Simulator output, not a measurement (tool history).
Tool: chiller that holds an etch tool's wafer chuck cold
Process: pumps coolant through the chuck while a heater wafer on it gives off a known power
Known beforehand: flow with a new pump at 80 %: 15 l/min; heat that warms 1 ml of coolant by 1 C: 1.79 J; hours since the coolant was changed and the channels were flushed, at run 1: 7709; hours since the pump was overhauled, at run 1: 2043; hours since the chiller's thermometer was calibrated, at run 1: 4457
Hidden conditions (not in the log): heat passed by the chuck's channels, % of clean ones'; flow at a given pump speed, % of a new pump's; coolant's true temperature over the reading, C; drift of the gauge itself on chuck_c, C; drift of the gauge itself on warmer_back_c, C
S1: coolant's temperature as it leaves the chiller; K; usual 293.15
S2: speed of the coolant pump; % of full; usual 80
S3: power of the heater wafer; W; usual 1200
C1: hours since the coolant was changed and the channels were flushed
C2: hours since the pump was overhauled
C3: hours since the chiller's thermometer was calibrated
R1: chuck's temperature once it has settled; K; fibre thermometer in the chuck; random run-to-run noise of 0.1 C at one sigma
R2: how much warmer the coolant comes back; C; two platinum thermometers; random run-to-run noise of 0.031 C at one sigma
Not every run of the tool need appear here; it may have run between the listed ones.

Run 1, hour 0.0: usual settings; C1 7709; C2 2043; C3 4457. Result: R1 305.95 K, R2 2.75 C.
At hour 74.5: coolant changed, channels flushed.
Run 2, hour 98.7: usual settings; C1 24; C2 2136; C3 4550. Result: R1 303.75 K, R2 2.77 C.
Run 3, hour 202.3: usual settings; C1 128; C2 2240; C3 4654. Result: R1 304.05 K, R2 2.76 C.
Run 4, hour 251.3: usual settings; C1 177; C2 2289; C3 4703. Result: R1 303.95 K, R2 2.81 C.
Run 5, hour 342.5: usual settings but S2 94 % of full; C1 268; C2 2380; C3 4794. Result: R1 303.35 K, R2 2.33 C.
Run 6, hour 406.3: usual settings but S2 62 % of full; C1 332; C2 2444; C3 4858. Result: R1 305.25 K, R2 3.53 C.
Run 7, hour 464.9: usual settings but S2 62 % of full; C1 390; C2 2502; C3 4916. Result: R1 305.45 K, R2 3.55 C.
Run 8, hour 534.5: usual settings; C1 460; C2 2572; C3 4986. Result: R1 304.35 K, R2 2.80 C.
Run 9, hour 609.8: usual settings but S2 61 % of full; C1 535; C2 2647; C3 5061. Result: R1 305.75 K, R2 3.57 C.
At hour 620.0: coolant pump overhauled.
Run 10, hour 688.9: usual settings; C1 609; C2 69; C3 5135. Result: R1 304.25 K, R2 2.84 C.
Run 11, hour 734.6: usual settings; C1 655; C2 115; C3 5181. Result: R1 304.15 K, R2 2.87 C.
Run 12, hour 787.7: usual settings but S2 64 % of full; C1 708; C2 168; C3 5234. Result: R1 305.65 K, R2 3.57 C.
At hour 822.9: coolant pump overhauled, once more.
Run 13, hour 879.6: usual settings but S2 64 % of full; C1 795; C2 57; C3 5321. Result: R1 305.25 K, R2 3.32 C.
Run 14, hour 941.8: usual settings but S2 64 % of full; C1 857; C2 119; C3 5383. Result: R1 305.25 K, R2 3.35 C.
Run 15, hour 989.9: usual settings but S2 64 % of full; C1 905; C2 167; C3 5431. Result: R1 305.35 K, R2 3.33 C.

For run 16, what comes out?
At hour 1058.3: chiller's thermometer calibrated.
Run 16, hour 1093.2: usual settings but S2 71 % of full; C1 1008; C2 269; C3 35. Result: R1 ?, R2 ?.

{"run 16": {"R1": 304.45, "R2": 3.04}}
Were there no unlogged condition in the tool, this run, its random variation unchanged, would have produced R1 304.05 K, R2 3.02 C.
